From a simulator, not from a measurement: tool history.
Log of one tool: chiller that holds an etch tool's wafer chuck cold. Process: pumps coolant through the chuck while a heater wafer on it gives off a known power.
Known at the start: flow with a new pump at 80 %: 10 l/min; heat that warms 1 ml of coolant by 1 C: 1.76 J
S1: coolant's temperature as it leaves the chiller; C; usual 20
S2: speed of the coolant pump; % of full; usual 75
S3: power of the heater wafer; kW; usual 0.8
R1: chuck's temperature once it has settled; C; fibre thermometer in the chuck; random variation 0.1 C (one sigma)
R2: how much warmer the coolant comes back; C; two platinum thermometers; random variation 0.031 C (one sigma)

Run 1, hour 0: usual settings. Result: R1 27.8 C, R2 2.89 C.
Run 2, hour 45.5: usual settings. Result: R1 27.7 C, R2 2.96 C.
Run 3, hour 86.2: usual settings but S1 16 C. Result: R1 23.8 C, R2 3 C.
Run 4, hour 112.8: usual settings but S1 16 C, S3 0.584 kW. Result: R1 21.8 C, R2 2.15 C.
Run 5, hour 155.3: usual settings but S2 92 % of full. Result: R1 26.8 C, R2 2.42 C.
Run 6, hour 198.6: usual settings but S2 92 % of full. Result: R1 26.9 C, R2 2.41 C.
Run 7, hour 239.3: usual settings but S2 92 % of full. Result: R1 26.8 C, R2 2.44 C.
Run 8, hour 273.5: usual settings but S2 99 % of full. Result: R1 26.5 C, R2 2.23 C.
Run 9, hour 303.5: usual settings. Result: R1 28.1 C, R2 3.03 C.
Run 10, hour 340.5: usual settings. Result: R1 27.9 C, R2 3 C.
Run 11, hour 370.4: usual settings. Result: R1 28.2 C, R2 2.98 C.
Run 12, hour 412.2: usual settings. Result: R1 28.1 C, R2 3.01 C.
Run 13, hour 440.7: usual settings. Result: R1 28.1 C, R2 3 C.
Run 14, hour 472.8: usual settings but S2 81 % of full. Result: R1 27.7 C, R2 2.76 C.
Run 15, hour 509.8: usual settings but S2 81 % of full. Result: R1 27.6 C, R2 2.78 C.
Run 16, hour 546.7: usual settings but S2 81 % of full. Result: R1 27.6 C, R2 2.82 C.
Run 17, hour 568.8: usual settings but S2 69 % of full, S3 0.916 kW. Result: R1 30 C, R2 3.69 C.
Run 18, hour 614: usual settings but S1 14 C, S2 64 % of full, S3 1.085 kW. Result: R1 26.6 C, R2 4.82 C.
Run 19, hour 647.9: usual settings but S1 25 C. Result: R1 33.1 C, R2 3.04 C.
Run 20, hour 670: usual settings but S1 25 C, S2 81 % of full, S3 1.065 kW. Result: R1 35.4 C, R2 3.7 C.
Run 21, hour 706.7: usual settings but S1 25 C, S2 81 % of full, S3 0.439 kW. Result: R1 29.1 C, R2 1.54 C.
Run 22, hour 727.9: usual settings but S2 99 % of full. Result: R1 26.5 C, R2 2.27 C.
Run 23, hour 752.6: usual settings but S2 99 % of full. Result: R1 26.4 C, R2 2.29 C.
Run 24, hour 794.1: usual settings but S1 27 C, S2 99 % of full. Result: R1 33.6 C, R2 2.27 C.
Run 25, hour 825.8: usual settings but S1 27 C, S2 99 % of full. Result: R1 33.8 C, R2 2.31 C.
Run 26, hour 866.2: usual settings but S1 25 C, S2 99 % of full. Result: R1 31.6 C, R2 2.23 C.
Run 27, hour 905: usual settings but S2 71 % of full, S3 0.758 kW. Result: R1 28.3 C, R2 3.02 C.
Run 28, hour 935.4: usual settings but S1 15 C, S2 71 % of full, S3 0.771 kW. Result: R1 23.3 C, R2 3.15 C.
Run 29, hour 978.3: usual settings but S3 0.744 kW. Result: R1 27.7 C, R2 2.83 C.
Run 30, hour 1005.4: usual settings but S1 19 C, S2 76 % of full. Result: R1 27.2 C, R2 3.03 C.
Run 31, hour 1042.4: usual settings but S1 11 C, S2 91 % of full, S3 0.456 kW. Result: R1 15.1 C, R2 1.41 C.

Taken out of this log: 2 entries between the listed runs. Where each belongs, and how the hidden state differs across it:
Between runs 18 and 19: chiller's thermometer calibrated (hour 619.2)
  heat passed by the chuck's channels, % of clean ones': 91.9 -> 91.8; flow at a given pump speed, % of a new pump's: 96.7 -> 96.6; coolant's true temperature over the reading, C: 0.06 -> 0.09
  measured less the result without the state, R1: +1.1 -> +0.8 C; R2: +0.16 -> +0.1 C
Between runs 25 and 26: chiller's thermometer calibrated, once more (hour 857.2)
  heat passed by the chuck's channels, % of clean ones': 91.3 -> 91.2; flow at a given pump speed, % of a new pump's: 96.2 -> 96.1; coolant's true temperature over the reading, C: 0.09 -> 0.06
  measured less the result without the state, R1: +0.7 -> +0.7 C; R2: +0.09 -> +0.09 C
